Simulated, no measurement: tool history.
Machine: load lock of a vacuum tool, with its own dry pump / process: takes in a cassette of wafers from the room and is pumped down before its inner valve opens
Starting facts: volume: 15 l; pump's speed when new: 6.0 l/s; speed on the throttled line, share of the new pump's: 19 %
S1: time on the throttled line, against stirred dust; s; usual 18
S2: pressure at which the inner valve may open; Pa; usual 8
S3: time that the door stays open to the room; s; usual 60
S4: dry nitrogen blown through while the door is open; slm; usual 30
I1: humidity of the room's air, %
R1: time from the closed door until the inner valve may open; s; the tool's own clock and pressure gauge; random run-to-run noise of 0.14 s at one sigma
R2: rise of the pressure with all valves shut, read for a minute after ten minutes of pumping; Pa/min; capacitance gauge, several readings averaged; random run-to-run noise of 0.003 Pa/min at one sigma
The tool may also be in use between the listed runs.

run,hour,S1,S2,S3,S4,I1,R1,R2
1,0.0,18,8,60,30,45.0,38.7,0.035
2,555.6,11,8,60,30,42.6,33.1,0.046
3,801.1,11,8,60,30,44.2,33.6,0.052
4,1200.6,11,11,60,30,44.2,32.6,0.053
5,1513.7,18,8,60,30,43.6,39.2,0.061
6,1875.2,18,8,60,6,45.9,39.2,0.085
7,2254.3,18,8,60,6,45.4,39.5,0.090
8,2548.5,18,8,60,40,41.9,39.4,0.079

What does the tool deliver on the next run?
9,2844.3,18,10,60,30,44.1,?,?

Run 9 measured R1 38.8 s, R2 0.092 Pa/min.
The same run, on a tool lacking any hidden state, would have yielded R1 37.6 s, R2 0.021 Pa/min.
